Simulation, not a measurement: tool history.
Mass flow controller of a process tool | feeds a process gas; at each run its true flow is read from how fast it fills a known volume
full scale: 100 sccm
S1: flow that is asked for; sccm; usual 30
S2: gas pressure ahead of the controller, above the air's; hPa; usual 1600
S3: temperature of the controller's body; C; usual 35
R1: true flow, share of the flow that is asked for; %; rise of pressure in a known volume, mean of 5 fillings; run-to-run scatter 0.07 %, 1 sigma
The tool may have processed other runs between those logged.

| run | hour | S1 | S2 | S3 | R1 |
|---|---|---|---|---|---|
| 1 | 0 | 30 | 1600 | 35 | 97.27 |
| 2 | 354.3 | 30 | 1600 | 35 | 97.29 |
| 3 | 712.9 | 30 | 1600 | 35 | 97.28 |
| 4 | 902 | 30 | 1600 | 35 | 97.28 |
| 5 | 1217.9 | 30 | 1600 | 35 | 97.41 |
| 6 | 1481.4 | 30 | 2210 | 35 | 97.08 |
| 7 | 1774.2 | 30 | 2030 | 35 | 97.09 |
| 8 | 1980.7 | 30 | 2030 | 33 | 97.27 |
| 9 | 2184.5 | 30 | 1600 | 20 | 98.15 |
| 10 | 2429.2 | 30 | 1600 | 20 | 98.12 |
| 11 | 2601.7 | 30 | 1600 | 20 | 98.11 |
| 12 | 2829.9 | 30 | 1600 | 20 | 98.15 |
| 13 | 3162.5 | 30 | 1600 | 20 | 98.12 |
| 14 | 3460.5 | 30 | 1600 | 20 | 98.09 |
| 15 | 3685.1 | 26 | 1970 | 23 | 97.22 |
|  | 3903.1 | controller's zero set anew |
|  | 3906.1 | controller exchanged for a calibrated one |
| 16 | 4004.9 | 37 | 1600 | 35 | 97.37 |
| 17 | 4370.5 | 26 | 1600 | 35 | 97.14 |
| 18 | 4627.4 | 15 | 2400 | 38 | 96.28 |
| 19 | 4817.6 | 15 | 2400 | 38 | 96.41 |
| 20 | 5213.8 | 28 | 2400 | 23 | 97.6 |
| 21 | 5536.4 | 31 | 1600 | 28 | 97.6 |
| 22 | 5707.2 | 31 | 2020 | 25 | 97.72 |
| 23 | 6062.6 | 30 | 2610 | 35 | 96.99 |
| 24 | 6360.8 | 30 | 2610 | 35 | 96.85 |
| 25 | 6568.1 | 30 | 1600 | 37 | 97.14 |
| 26 | 6922.5 | 55 | 2530 | 39 | 97.68 |

Below are 4 alternative next runs, each starting from the tool's condition after run 26. Predict each:
| A | 7239.9 | 31 | 2360 | 33 | ? |
| B | 7239.9 | 32 | 2250 | 35 | ? |
| C | 7239.9 | 44 | 2450 | 33 | ? |
| D | 7239.9 | 30 | 2390 | 35 | ? |

| run | R1 |
|---|---|
| A | 97.11 |
| B | 97.22 |
| C | 97.73 |
| D | 97.03 |
The same runs, with their run-to-run variation unchanged, on a tool lacking any hidden condition would have given:
| run | R1 |
|---|---|
| A | 97.35 |
| B | 97.44 |
| C | 97.81 |
| D | 97.29 |

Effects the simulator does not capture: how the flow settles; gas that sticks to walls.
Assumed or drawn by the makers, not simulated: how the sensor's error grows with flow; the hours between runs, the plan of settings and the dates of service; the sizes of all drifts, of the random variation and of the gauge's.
